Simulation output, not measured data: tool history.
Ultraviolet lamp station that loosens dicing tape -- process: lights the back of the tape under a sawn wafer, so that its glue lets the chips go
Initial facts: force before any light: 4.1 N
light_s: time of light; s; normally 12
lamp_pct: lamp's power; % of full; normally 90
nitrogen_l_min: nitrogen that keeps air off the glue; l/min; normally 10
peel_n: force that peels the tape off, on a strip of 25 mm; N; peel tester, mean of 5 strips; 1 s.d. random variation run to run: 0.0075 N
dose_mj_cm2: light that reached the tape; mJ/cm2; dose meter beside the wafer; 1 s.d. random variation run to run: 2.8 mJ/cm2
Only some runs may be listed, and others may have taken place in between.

run,day,light_s,lamp_pct,nitrogen_l_min,peel_n,dose_mj_cm2
1,0,12,90,10,0.302,349
2,0.546,12,90,10,0.304,352
3,1.358,12,90,10,0.309,346
4,2.083,12,90,10,0.317,350
5,2.988,11,90,10,0.349,315
6,3.892,11,90,10,0.35,312
7,4.725,11,90,10,0.353,308
8,5.542,11,90,10,0.363,306
9,6.321,23,90,8,0.222,636
10,6.829,8,90,11,0.563,223

3 options for the next run, each taken on its own from the tool as it stands now. Forecast them:
A,7.475,18,65,5,?,?
B,7.475,12,93,4,?,?
C,7.475,12,90,5,?,?

run,peel_n,dose_mj_cm2
A,0.395,361
B,0.46,336
C,0.433,335
Without the tool's unlogged condition, the same runs would have read:
run,peel_n,dose_mj_cm2
A,0.33,418
B,0.374,390
C,0.355,388

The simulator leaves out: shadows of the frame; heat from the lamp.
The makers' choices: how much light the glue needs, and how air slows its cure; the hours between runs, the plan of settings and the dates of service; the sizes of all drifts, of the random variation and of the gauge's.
